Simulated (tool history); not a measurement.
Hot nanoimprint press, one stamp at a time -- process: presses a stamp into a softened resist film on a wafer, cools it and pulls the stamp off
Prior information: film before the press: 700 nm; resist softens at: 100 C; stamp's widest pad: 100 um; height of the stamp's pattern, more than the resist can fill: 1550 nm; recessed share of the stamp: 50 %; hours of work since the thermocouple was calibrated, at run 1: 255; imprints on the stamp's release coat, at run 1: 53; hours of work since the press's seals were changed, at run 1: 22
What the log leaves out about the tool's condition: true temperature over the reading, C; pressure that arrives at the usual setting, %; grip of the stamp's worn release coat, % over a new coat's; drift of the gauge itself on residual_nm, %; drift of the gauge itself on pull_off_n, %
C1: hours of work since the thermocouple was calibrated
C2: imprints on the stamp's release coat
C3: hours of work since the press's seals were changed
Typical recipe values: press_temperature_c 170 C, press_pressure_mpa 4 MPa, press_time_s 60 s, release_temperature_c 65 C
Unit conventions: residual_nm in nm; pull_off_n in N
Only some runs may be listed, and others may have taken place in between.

{"run": 1, "hour": 0.0, "press_temperature_c": 170, "press_pressure_mpa": 4, "press_time_s": 60, "release_temperature_c": 65, "C1": 255, "C2": 53, "C3": 22, "residual_nm": 333.1, "pull_off_n": 158}
{"run": 2, "hour": 13.6, "press_temperature_c": 170, "press_pressure_mpa": 4, "press_time_s": 60, "release_temperature_c": 65, "C1": 262, "C2": 79, "C3": 28, "residual_nm": 333, "pull_off_n": 156}
{"run": 3, "hour": 29.1, "press_temperature_c": 170, "press_pressure_mpa": 4, "press_time_s": 60, "release_temperature_c": 65, "C1": 269, "C2": 108, "C3": 35, "residual_nm": 333.8, "pull_off_n": 155}
{"run": 4, "hour": 38.4, "press_temperature_c": 170, "press_pressure_mpa": 4, "press_time_s": 60, "release_temperature_c": 65, "C1": 273, "C2": 126, "C3": 40, "residual_nm": 333.2, "pull_off_n": 157}
{"run": 5, "hour": 53.3, "press_temperature_c": 170, "press_pressure_mpa": 4, "press_time_s": 49, "release_temperature_c": 65, "C1": 280, "C2": 154, "C3": 47, "residual_nm": 358.1, "pull_off_n": 155}
{"run": 6, "hour": 69.1, "press_temperature_c": 176, "press_pressure_mpa": 4, "press_time_s": 49, "release_temperature_c": 65, "C1": 287, "C2": 184, "C3": 54, "residual_nm": 302.3, "pull_off_n": 154}
{"run": 7, "hour": 80.7, "press_temperature_c": 170, "press_pressure_mpa": 4, "press_time_s": 97, "release_temperature_c": 65, "C1": 293, "C2": 205, "C3": 59, "residual_nm": 283.1, "pull_off_n": 157}
{"run": 8, "hour": 96.8, "press_temperature_c": 170, "press_pressure_mpa": 4, "press_time_s": 97, "release_temperature_c": 65, "C1": 300, "C2": 236, "C3": 67, "residual_nm": 282, "pull_off_n": 159}
{"run": 9, "hour": 109.7, "press_temperature_c": 170, "press_pressure_mpa": 4, "press_time_s": 97, "release_temperature_c": 65, "C1": 306, "C2": 261, "C3": 73, "residual_nm": 282.8, "pull_off_n": 155}
{"run": 10, "hour": 121.1, "press_temperature_c": 170, "press_pressure_mpa": 4, "press_time_s": 60, "release_temperature_c": 66, "C1": 312, "C2": 282, "C3": 78, "residual_nm": 336.4, "pull_off_n": 152}
{"run": 11, "hour": 129.4, "press_temperature_c": 170, "press_pressure_mpa": 4.64, "press_time_s": 60, "release_temperature_c": 66, "C1": 316, "C2": 298, "C3": 82, "residual_nm": 310.1, "pull_off_n": 149}
{"run": 12, "hour": 142.8, "press_temperature_c": 170, "press_pressure_mpa": 3.49, "press_time_s": 60, "release_temperature_c": 66, "C1": 322, "C2": 323, "C3": 88, "residual_nm": 359.4, "pull_off_n": 155}
{"run": 13, "hour": 155.1, "press_temperature_c": 170, "press_pressure_mpa": 3.49, "press_time_s": 60, "release_temperature_c": 66, "C1": 328, "C2": 347, "C3": 94, "residual_nm": 358.6, "pull_off_n": 151}
{"run": 14, "hour": 165.0, "press_temperature_c": 160, "press_pressure_mpa": 4, "press_time_s": 60, "release_temperature_c": 65, "C1": 332, "C2": 365, "C3": 99, "residual_nm": 448.8, "pull_off_n": 153}
{"run": 15, "hour": 180.0, "press_temperature_c": 160, "press_pressure_mpa": 4, "press_time_s": 60, "release_temperature_c": 65, "C1": 339, "C2": 394, "C3": 106, "residual_nm": 448.5, "pull_off_n": 156}
{"run": 16, "hour": 191.0, "press_temperature_c": 160, "press_pressure_mpa": 4, "press_time_s": 60, "release_temperature_c": 65, "C1": 344, "C2": 415, "C3": 111, "residual_nm": 448.2, "pull_off_n": 154}
{"run": 17, "hour": 205.1, "press_temperature_c": 169, "press_pressure_mpa": 4.18, "press_time_s": 42, "release_temperature_c": 70, "C1": 351, "C2": 441, "C3": 117, "residual_nm": 380.6, "pull_off_n": 134}
{"run": 18, "hour": 215.3, "press_temperature_c": 172, "press_pressure_mpa": 4.18, "press_time_s": 42, "release_temperature_c": 70, "C1": 356, "C2": 461, "C3": 122, "residual_nm": 348.7, "pull_off_n": 136}
{"run": 19, "hour": 223.5, "press_temperature_c": 170, "press_pressure_mpa": 3.42, "press_time_s": 59, "release_temperature_c": 65, "C1": 360, "C2": 476, "C3": 126, "residual_nm": 365.7, "pull_off_n": 156}
{"run": 20, "hour": 239.3, "press_temperature_c": 172, "press_pressure_mpa": 3.42, "press_time_s": 47, "release_temperature_c": 70, "C1": 367, "C2": 506, "C3": 133, "residual_nm": 373.5, "pull_off_n": 135}
{"run": 21, "hour": 251.0, "press_temperature_c": 172, "press_pressure_mpa": 3.42, "press_time_s": 47, "release_temperature_c": 70, "C1": 372, "C2": 528, "C3": 139, "residual_nm": 372.5, "pull_off_n": 136}
{"run": 22, "hour": 257.6, "press_temperature_c": 160, "press_pressure_mpa": 4, "press_time_s": 110, "release_temperature_c": 65, "C1": 376, "C2": 541, "C3": 142, "residual_nm": 377.3, "pull_off_n": 155}
{"run": 23, "hour": 269.5, "press_temperature_c": 171, "press_pressure_mpa": 3.52, "press_time_s": 110, "release_temperature_c": 65, "C1": 381, "C2": 563, "C3": 148, "residual_nm": 283.5, "pull_off_n": 157}
{"run": 24, "hour": 285.7, "press_temperature_c": 170, "press_pressure_mpa": 4.05, "press_time_s": 60, "release_temperature_c": 65, "C1": 389, "C2": 594, "C3": 155, "residual_nm": 335.9, "pull_off_n": 154}
{"run": 25, "hour": 300.1, "press_temperature_c": 170, "press_pressure_mpa": 6.22, "press_time_s": 60, "release_temperature_c": 73, "C1": 395, "C2": 621, "C3": 162, "residual_nm": 268.1, "pull_off_n": 122}
{"run": 26, "hour": 315.2, "press_temperature_c": 170, "press_pressure_mpa": 4.18, "press_time_s": 64, "release_temperature_c": 73, "C1": 402, "C2": 650, "C3": 169, "residual_nm": 323.5, "pull_off_n": 123}
{"run": 27, "hour": 324.4, "press_temperature_c": 175, "press_pressure_mpa": 2.54, "press_time_s": 60, "release_temperature_c": 71, "C1": 407, "C2": 667, "C3": 173, "residual_nm": 369.8, "pull_off_n": 132}
{"run": 28, "hour": 337.4, "press_temperature_c": 175, "press_pressure_mpa": 2.54, "press_time_s": 60, "release_temperature_c": 71, "C1": 413, "C2": 692, "C3": 179, "residual_nm": 369.9, "pull_off_n": 131}
{"run": 29, "hour": 350.6, "press_temperature_c": 175, "press_pressure_mpa": 2.54, "press_time_s": 68, "release_temperature_c": 71, "C1": 419, "C2": 717, "C3": 185, "residual_nm": 356.2, "pull_off_n": 130}
{"hour": 369.5, "done": "stamp cleaned and given a new release coat"}
{"run": 30, "hour": 370.2, "press_temperature_c": 175, "press_pressure_mpa": 2.54, "press_time_s": 68, "release_temperature_c": 71, "C1": 425, "C2": 2, "C3": 192, "residual_nm": 355.5, "pull_off_n": 131}
{"run": 31, "hour": 379.4, "press_temperature_c": 170, "press_pressure_mpa": 4, "press_time_s": 60, "release_temperature_c": 64, "C1": 430, "C2": 19, "C3": 196, "residual_nm": 339.6, "pull_off_n": 159}

Consider 3 possible next runs. They are alternatives, not a sequence: every one starts from the tool as it was left by run 31. What does each give?
{"run": "A", "hour": 386.9, "press_temperature_c": 163, "press_pressure_mpa": 5.93, "press_time_s": 60, "release_temperature_c": 67, "C1": 433, "C2": 33, "C3": 200, "residual_nm": "?", "pull_off_n": "?"}
{"run": "B", "hour": 386.9, "press_temperature_c": 174, "press_pressure_mpa": 4, "press_time_s": 60, "release_temperature_c": 69, "C1": 433, "C2": 33, "C3": 200, "residual_nm": "?", "pull_off_n": "?"}
{"run": "C", "hour": 386.9, "press_temperature_c": 166, "press_pressure_mpa": 4, "press_time_s": 60, "release_temperature_c": 56, "C1": 433, "C2": 33, "C3": 200, "residual_nm": "?", "pull_off_n": "?"}

run=A residual_nm=343.6 pull_off_n=148
run=B residual_nm=301.4 pull_off_n=137
run=C residual_nm=381.6 pull_off_n=191
Had the tool no hidden state, the same runs would have come out as:
run=A residual_nm=338 pull_off_n=148
run=B residual_nm=296.4 pull_off_n=137
run=C residual_nm=375.3 pull_off_n=191

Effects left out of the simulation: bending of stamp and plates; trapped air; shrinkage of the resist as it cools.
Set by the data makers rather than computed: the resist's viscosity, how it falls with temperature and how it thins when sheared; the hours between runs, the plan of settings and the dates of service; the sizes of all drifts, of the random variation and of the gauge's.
